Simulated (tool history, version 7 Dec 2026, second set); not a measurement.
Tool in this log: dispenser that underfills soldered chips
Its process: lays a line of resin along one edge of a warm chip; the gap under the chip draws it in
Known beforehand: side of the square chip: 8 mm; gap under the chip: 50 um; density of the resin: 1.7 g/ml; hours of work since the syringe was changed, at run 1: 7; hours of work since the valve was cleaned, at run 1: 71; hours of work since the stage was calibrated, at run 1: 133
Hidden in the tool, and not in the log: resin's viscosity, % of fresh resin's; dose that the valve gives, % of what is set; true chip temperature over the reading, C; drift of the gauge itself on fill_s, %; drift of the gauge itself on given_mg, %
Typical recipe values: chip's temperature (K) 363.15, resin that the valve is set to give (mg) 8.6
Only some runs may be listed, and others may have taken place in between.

run,hour,chip's temperature (K),resin that the valve is set to give (mg),hours of work since the syringe was changed,hours of work since the valve was cleaned,hours of work since the stage was calibrated,time until the resin shows at the far edge (s),resin that the valve gave (mg)
1,0,363.15,8.6,7,71,133,127.1,8.12
# hour 1.6: new syringe of resin
2,4.2,363.15,8.6,2,74,135,90.2,8.15
3,8.9,363.15,10,5,78,139,114.7,9.37
# hour 13.1: new syringe of resin
4,15.8,367.15,8.6,2,82,144,82.4,8.04
5,20.8,363.15,8.63,6,86,147,117.4,8.08
# hour 24.4: new syringe of resin
6,24.4,363.15,8.63,0,88,150,80.2,8.08
7,30.1,363.15,8.63,4,93,154,104.3,8.03
# hour 36.2: new syringe of resin
8,37.2,363.15,8.63,1,98,159,83.1,8.02
9,41.4,363.15,8.63,4,101,162,105,8.01
10,46.6,358.15,8.6,8,104,166,158.4,7.94
# hour 47.7: new syringe of resin
11,50.2,363.15,7.54,2,107,168,93.1,6.92
# hour 52.9: dispensing valve cleaned and set on the balance
12,57.2,363.15,10.74,6,3,173,116.2,10.66
# hour 60.2: new syringe of resin
13,63.2,363.15,7.96,2,7,177,94.4,7.94
14,69,363.15,8.6,6,12,181,122.6,8.51
# hour 71.6: new syringe of resin
15,76,363.15,8.6,3,17,186,95.8,8.49
# hour 82.9: new syringe of resin
16,83.5,363.15,8.6,0,22,191,80.5,8.46
17,88.2,350.15,8.6,4,25,195,154.4,8.47
# hour 94.5: new syringe of resin
18,94.5,350.15,8.6,0,30,199,121.3,8.41
19,99.7,350.15,8.6,4,33,203,151.1,8.44
# hour 106.1: new syringe of resin
20,107.3,350.15,8.6,1,39,208,127.2,8.41
21,114.3,350.15,8.6,6,44,214,175.6,8.33
# hour 117.5: new syringe of resin
22,121.9,366.15,9.98,3,49,219,90,9.68
23,127.6,372.15,8.53,7,53,223,100.3,8.19
# hour 128.9: new syringe of resin
24,134.8,366.15,7.98,4,59,228,96.9,7.7
25,138.4,373.15,9.98,7,61,231,90.7,9.57
# hour 140.4: new syringe of resin
26,145.4,349.15,7.63,4,66,236,158.8,7.25
# hour 151.8: new syringe of resin
27,151.9,373.15,10.18,0,71,240,57.7,9.68
28,158.4,370.15,7.47,5,75,245,91.8,7.06
# hour 163.3: new syringe of resin
29,163.8,370.15,7.47,0,79,249,68.1,7.04
30,167.2,370.15,7.47,3,82,251,79.4,7.05
# hour 174.6: new syringe of resin
31,174.9,370.15,7.47,0,87,257,66.8,7.05
32,181.4,370.15,7.69,5,92,261,90.9,7.16
# hour 185.9: new syringe of resin
33,186.7,370.15,7.69,1,96,265,67.6,7.2
34,190.7,375.15,8.6,3,98,268,70.2,7.98
# hour 197.6: new syringe of resin
35,197.6,361.15,8.44,0,103,273,85,7.81

Below, some changes in time until the resin shows at the far edge (s) between adjacent runs. For each, the amount present without the hidden state too (settings, incoming material, random variation) and the amount remaining for the hidden state with gauge scatter not shared by both compared results:
Run 5 -> 6: new syringe of resin. time until the resin shows at the far edge (s) -37.2: hidden state -39.7, all else +2.5.
Run 10 -> 11: chip's temperature (K) 358.15 -> 363.15, resin that the valve is set to give (mg) 8.6 -> 7.54, new syringe of resin. time until the resin shows at the far edge (s) -65.3: hidden state -51.5, all else -13.8.
Run 16 -> 17: chip's temperature (K) 363.15 -> 350.15. time until the resin shows at the far edge (s) +73.9: hidden state +31.4, all else +42.5.
Run 20 -> 21: no setting touched and nothing written in the log between the runs. time until the resin shows at the far edge (s) +48.4: hidden state +50.9, all else -2.5.
Run 21 -> 22: chip's temperature (K) 350.15 -> 366.15, resin that the valve is set to give (mg) 8.6 -> 9.98, new syringe of resin. time until the resin shows at the far edge (s) -85.6: hidden state -38.4, all else -47.2.
Run 26 -> 27: chip's temperature (K) 349.15 -> 373.15, resin that the valve is set to give (mg) 7.63 -> 10.18, new syringe of resin. time until the resin shows at the far edge (s) -101.1: hidden state -32.7, all else -68.4.
